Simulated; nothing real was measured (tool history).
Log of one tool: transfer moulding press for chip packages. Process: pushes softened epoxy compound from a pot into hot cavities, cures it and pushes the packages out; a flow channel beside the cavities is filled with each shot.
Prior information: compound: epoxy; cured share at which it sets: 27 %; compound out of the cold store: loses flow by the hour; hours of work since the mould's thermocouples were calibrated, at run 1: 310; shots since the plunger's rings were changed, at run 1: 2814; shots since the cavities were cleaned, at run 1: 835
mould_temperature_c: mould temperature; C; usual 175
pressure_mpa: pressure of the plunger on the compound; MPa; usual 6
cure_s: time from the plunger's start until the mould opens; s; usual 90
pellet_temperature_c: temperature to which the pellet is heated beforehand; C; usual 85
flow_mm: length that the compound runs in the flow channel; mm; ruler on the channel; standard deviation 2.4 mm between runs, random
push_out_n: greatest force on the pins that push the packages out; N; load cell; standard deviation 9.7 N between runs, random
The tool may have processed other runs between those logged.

run	hour	mould_temperature_c	pressure_mpa	cure_s	pellet_temperature_c	hours of work since the mould's thermocouples were calibrated	shots since the plunger's rings were changed	shots since the cavities were cleaned	incoming compound's hours out of the cold store	flow_mm	push_out_n
1	0	175	6	90	85	310	2814	835	18.7	1003	464
# hour 34.2: cavities cleaned with cleaning compound and waxed
2	42.6	175	6	90	85	330	3201	79	32.3	943	447
# hour 93.2: plunger's sealing rings changed
3	99.8	175	6.02	90	85	357	63	594	24.3	980	446
4	151.6	175	6.02	90	94	383	550	1081	32.3	943	459
# hour 160.1: cavities cleaned with cleaning compound and waxed
5	183.5	175	6	98	85	398	836	220	10.8	1041	409
6	218.1	175	6	76	85	415	1162	546	20.4	997	645
7	278.6	175	6	115	85	445	1731	1115	16.6	1012	375
# hour 282.6: cavities cleaned with cleaning compound and waxed
8	339.2	175	6	115	85	474	2287	533	24.1	980	363
9	378	175	6	115	85	493	2652	898	25.9	971	355
# hour 407.4: cavities cleaned with cleaning compound and waxed
10	407.7	175	6	115	85	507	2917	3	39.8	910	373
11	438.4	175	6	115	85	522	3206	292	30.5	950	359
12	471	175	6	115	85	538	3513	599	39.3	909	365
# hour 487.6: plunger's sealing rings changed
# hour 531.9: cavities cleaned with cleaning compound and waxed
13	531.9	175	6	115	85	566	402	0	30.8	949	374
14	569.4	175	6	76	85	585	756	354	47.6	872	582
15	626.7	177	6	128	85	613	1294	892	22.8	979	348
# hour 655.6: cavities cleaned with cleaning compound and waxed
16	659.1	175	6	124	93	628	1585	33	29.4	949	363
17	706.9	175	6.93	90	85	652	2035	483	25.4	1044	463
18	758	175	6.93	90	85	677	2516	964	27.7	1036	456
# hour 778.1: cavities cleaned with cleaning compound and waxed
19	818.4	181	6.19	90	84	706	3070	379	19.8	995	352
20	855.3	181	6.19	103	77	724	3417	726	34.1	930	348
# hour 883: plunger's sealing rings changed
# hour 904.8: cavities cleaned with cleaning compound and waxed
21	907.1	173	5.16	81	76	748	212	21	8.6	985	679
22	964.6	173	5.16	81	76	776	753	562	25.6	906	647
# hour 996.4: mould's thermocouples calibrated
23	1014.2	180	6.9	116	88	9	1201	1010	32.6	990	351
# hour 1032.8: cavities cleaned with cleaning compound and waxed
24	1056	180	6.9	116	88	29	1580	217	29.3	1008	337
25	1085.6	175	7.29	78	77	43	1859	496	17.3	1117	644
26	1115.1	175	7.29	78	85	58	2137	774	43	983	564
# hour 1157.7: cavities cleaned with cleaning compound and waxed
27	1165.1	175	7.29	78	85	82	2592	69	21.4	1090	620
28	1190.8	175	7.29	78	78	94	2835	312	33.8	1027	592

4 options for the next run, each taken on its own from the tool as it stands now. Forecast them:
A	1240.3	175	7.29	90	78	119	3300	777	47.6	?	?
B	1240.3	175	7.29	78	78	119	3300	777	36	?	?
C	1240.3	178	6.33	81	78	119	3300	777	17	?	?
D	1240.3	175	6	115	95	119	3300	777	35.8	?	?

run	flow_mm	push_out_n
A	964	447
B	1025	585
C	1034	466
D	927	372
Without the tool's hidden state the same runs would have given:
run	flow_mm	push_out_n
A	965	442
B	1025	578
C	1035	460
D	927	368

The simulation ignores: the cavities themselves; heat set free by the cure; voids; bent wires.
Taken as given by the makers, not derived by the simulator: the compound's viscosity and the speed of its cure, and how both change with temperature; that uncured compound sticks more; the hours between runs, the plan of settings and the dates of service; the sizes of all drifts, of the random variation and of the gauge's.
